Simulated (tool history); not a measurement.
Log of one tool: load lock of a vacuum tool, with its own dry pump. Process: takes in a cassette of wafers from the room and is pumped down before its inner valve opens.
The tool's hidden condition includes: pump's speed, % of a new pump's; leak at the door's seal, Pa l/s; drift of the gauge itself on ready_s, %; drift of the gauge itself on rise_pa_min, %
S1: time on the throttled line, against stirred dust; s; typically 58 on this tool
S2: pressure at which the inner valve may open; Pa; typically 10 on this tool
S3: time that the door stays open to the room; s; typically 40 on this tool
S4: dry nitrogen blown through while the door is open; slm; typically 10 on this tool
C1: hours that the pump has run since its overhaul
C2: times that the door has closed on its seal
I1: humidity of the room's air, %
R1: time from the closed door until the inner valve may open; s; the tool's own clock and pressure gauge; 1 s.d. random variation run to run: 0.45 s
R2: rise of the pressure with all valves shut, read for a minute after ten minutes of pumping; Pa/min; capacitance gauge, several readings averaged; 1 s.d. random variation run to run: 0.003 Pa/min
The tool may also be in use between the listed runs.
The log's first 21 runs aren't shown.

run 22 hour=2595.1 | S1=110 S2=10 S3=40 S4=15 | C1=2404 C2=11721 | I1=47.9 | R1=138.1 R2=0.027
run 23 hour=2768.1 | S1=105 S2=19 S3=48 S4=11 | C1=2577 C2=12192 | I1=44.2 | R1=130 R2=0.027
run 24 hour=2892.6 | S1=105 S2=19 S3=48 S4=11 | C1=2702 C2=12532 | I1=43.6 | R1=129.6 R2=0.026
run 25 hour=3000.3 | S1=105 S2=8 S3=50 S4=35 | C1=2809 C2=12826 | I1=43.3 | R1=135.9 R2=0.023
run 26 hour=3157.1 | S1=105 S2=8 S3=50 S4=44 | C1=2966 C2=13253 | I1=44.9 | R1=135.8 R2=0.019
run 27 hour=3231.3 | S1=64 S2=18 S3=177 S4=7 | C1=3040 C2=13456 | I1=47.5 | R1=99.8 R2=0.049
run 28 hour=3373.1 | S1=64 S2=18 S3=177 S4=7 | C1=3182 C2=13842 | I1=46.7 | R1=99.7 R2=0.042
run 29 hour=3468.9 | S1=71 S2=7 S3=40 S4=18 | C1=3278 C2=14103 | I1=44 | R1=110.9 R2=0.025
run 30 hour=3551.5 | S1=71 S2=14 S3=40 S4=4 | C1=3360 C2=14329 | I1=45.3 | R1=106.2 R2=0.036
run 31 hour=3701.5 | S1=46 S2=12 S3=190 S4=4 | C1=3510 C2=14738 | I1=48.3 | R1=88.2 R2=0.061
run 32 hour=3857.7 | S1=46 S2=12 S3=190 S4=4 | C1=3667 C2=15164 | I1=45.4 | R1=88.6 R2=0.053
run 33 hour=3937.7 | S1=41 S2=19 S3=28 S4=4 | C1=3747 C2=15382 | I1=49.5 | R1=82.7 R2=0.03
run 34 hour=4091 | S1=110 S2=8 S3=28 S4=4 | C1=3900 C2=15800 | I1=42.5 | R1=139.4 R2=0.027
run 35 hour=4224.5 | S1=58 S2=8 S3=30 S4=10 | C1=4033 C2=16164 | I1=45.9 | R1=100.4 R2=0.029
run 36 hour=4351.1 | S1=61 S2=8 S3=68 S4=21 | C1=4160 C2=16509 | I1=45.6 | R1=102.9 R2=0.025

Each row is a separate what-if for the run after 36, all from the same tool condition, not one after another. Results?
run A hour=4479.2 | S1=61 S2=17 S3=54 S4=21 | C1=4288 C2=16859 | I1=43.3 | R1=? R2=?
run B hour=4479.2 | S1=61 S2=10 S3=68 S4=21 | C1=4288 C2=16859 | I1=42.3 | R1=? R2=?
run C hour=4479.2 | S1=58 S2=10 S3=40 S4=21 | C1=4288 C2=16859 | I1=48 | R1=? R2=?
run D hour=4479.2 | S1=52 S2=10 S3=40 S4=22 | C1=4288 C2=16859 | I1=48.7 | R1=? R2=?
run E hour=4479.2 | S1=58 S2=10 S3=40 S4=8 | C1=4288 C2=16859 | I1=44.4 | R1=? R2=?

run=A R1=98.2 R2=0.024
run=B R1=101.8 R2=0.028
run=C R1=98.9 R2=0.024
run=D R1=94.3 R2=0.017
run=E R1=99.2 R2=0.03
Without the tool's hidden state the same runs would have given:
run=A R1=98.2 R2=0.024
run=B R1=101.8 R2=0.028
run=C R1=98.9 R2=0.024
run=D R1=94.3 R2=0.017
run=E R1=99.2 R2=0.03

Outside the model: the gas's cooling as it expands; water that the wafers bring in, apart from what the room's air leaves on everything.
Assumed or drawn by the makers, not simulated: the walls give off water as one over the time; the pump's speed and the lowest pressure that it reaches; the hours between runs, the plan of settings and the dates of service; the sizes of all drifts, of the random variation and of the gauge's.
